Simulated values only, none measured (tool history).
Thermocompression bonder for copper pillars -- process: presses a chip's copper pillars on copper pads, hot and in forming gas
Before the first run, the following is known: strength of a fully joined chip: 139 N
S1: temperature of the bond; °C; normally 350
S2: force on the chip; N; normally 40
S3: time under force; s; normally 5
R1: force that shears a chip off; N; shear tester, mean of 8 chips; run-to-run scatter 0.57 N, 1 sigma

run	hour	S1	S2	S3	R1
1	0.0	350	40	5	90.0
2	14.2	350	40	5	88.3
3	31.4	350	40	5	89.0
4	47.4	350	40	5	89.6
5	68.8	350	40	5	88.5
6	88.0	350	40	5	88.8
# hour 91.7: heater calibrated with a thermocouple chip
7	101.4	350	40	3	77.4
8	115.0	350	40	3	77.0
9	132.2	350	40	3	75.9
# hour 140.2: forming gas filter changed
10	142.5	344	39	5	91.9
11	163.7	344	39	5	92.4
# hour 171.5: heater calibrated with a thermocouple chip, once more
12	178.1	338	39	4	85.3
13	198.8	377	58	13	133.6
14	213.9	377	58	13	133.1
15	231.5	333	29	3	58.9
16	247.2	346	26	7	79.8
17	265.2	346	33	3	72.5

4 ways to go on from here, each from the tool as it stands after run 17. What would each give?
A	283.8	350	40	13	?
B	283.8	333	32	6	?
C	283.8	350	24	5	?
D	283.8	350	40	14	?

run	R1
A	116.9
B	80.7
C	69.4
D	118.7
What these runs would have given with no unlogged condition in the tool:
run	R1
A	117.4
B	80.0
C	68.6
D	119.3
